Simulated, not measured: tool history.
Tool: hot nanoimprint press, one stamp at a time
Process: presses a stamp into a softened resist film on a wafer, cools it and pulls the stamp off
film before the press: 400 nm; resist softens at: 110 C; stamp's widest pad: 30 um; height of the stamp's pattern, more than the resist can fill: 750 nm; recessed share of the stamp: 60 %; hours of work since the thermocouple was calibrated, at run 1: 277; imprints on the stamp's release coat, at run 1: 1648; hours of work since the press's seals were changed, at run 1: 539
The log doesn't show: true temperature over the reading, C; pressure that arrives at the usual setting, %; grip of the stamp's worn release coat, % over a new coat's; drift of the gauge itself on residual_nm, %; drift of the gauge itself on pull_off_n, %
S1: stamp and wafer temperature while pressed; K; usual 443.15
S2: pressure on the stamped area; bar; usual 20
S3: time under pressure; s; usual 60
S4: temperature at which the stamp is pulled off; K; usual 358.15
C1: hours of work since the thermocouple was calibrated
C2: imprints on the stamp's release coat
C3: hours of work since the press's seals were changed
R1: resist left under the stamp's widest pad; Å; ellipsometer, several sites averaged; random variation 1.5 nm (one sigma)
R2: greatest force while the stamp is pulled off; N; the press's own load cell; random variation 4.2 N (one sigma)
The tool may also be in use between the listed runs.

run	day	S1	S2	S3	S4	C1	C2	C3	R1	R2
1	0	443.15	20	60	358.15	277	1648	539	2565	312
2	0.446	443.15	20	60	358.15	285	1698	547	2567	297
3	1.083	443.15	20	33	358.15	296	1771	559	2926	310
4	1.938	443.15	20	33	358.15	311	1868	574	2922	318
5	2.442	443.15	20	60	358.15	320	1925	583	2542	313
6	3.446	443.15	20	60	358.15	339	2040	601	2549	333
7	4.292	443.15	20	60	358.15	354	2136	617	2593	324
# day 4.996: plate thermocouple calibrated
8	5.296	443.15	20	60	358.15	5	2236	632	2331	318
9	5.758	443.15	20	60	358.15	14	2289	641	2370	323
# day 6.317: stamp cleaned and given a new release coat
10	6.696	443.15	20	60	358.15	26	43	653	2400	204
11	7.325	443.15	20	60	358.15	37	115	664	2401	213
12	7.788	438.15	20	60	358.15	46	167	673	2916	209
13	8.471	443.15	20	60	358.15	58	245	685	2401	210
14	9.046	443.15	20	60	358.15	69	311	695	2385	216
15	9.662	443.15	20	60	358.15	80	381	707	2398	230
16	10.283	448.15	20	65	356.15	91	451	718	1843	244
17	10.725	452.15	16.5	65	346.15	99	502	726	1695	301
18	11.733	436.15	16.5	65	346.15	117	617	744	3302	310
19	12.625	438.15	22.9	64	352.15	133	718	760	2840	281
20	13.617	443.15	16.9	34	358.15	151	831	778	2984	251
21	14.2	443.15	30.6	47	351.15	161	897	788	2199	285
22	15.183	441.15	28.2	47	351.15	179	1009	806	2517	303
23	16.046	441.15	28.2	47	351.15	195	1107	822	2510	322
# day 16.45: press's hydraulic seals changed and the load cell set to zero
24	17.088	443.15	20.6	60	357.15	207	1188	11	2399	279
25	17.838	443.15	20.6	60	357.15	221	1273	25	2393	277
26	18.729	443.15	20	61	362.15	237	1375	41	2429	247
27	19.162	443.15	20	35	350.15	245	1424	49	2820	345
28	19.812	443.15	20	35	350.15	256	1498	61	2795	334
29	20.525	443.15	19	60	358.15	269	1579	73	2504	296
30	21	443.15	19	60	358.15	278	1633	82	2526	300

Forecast each of these 3 alternatives for the next run:
A	21.912	453.15	19	60	362.15	294	1737	98	?	?
B	21.912	443.15	19	71	365.15	294	1737	98	?	?
C	21.912	441.15	19	58	358.15	294	1737	98	?	?

run	R1	R2
A	1560	282
B	2418	249
C	2773	292
Without the tool's hidden state the same runs would have given:
run	R1	R2
A	1456	188
B	2266	165
C	2619	196
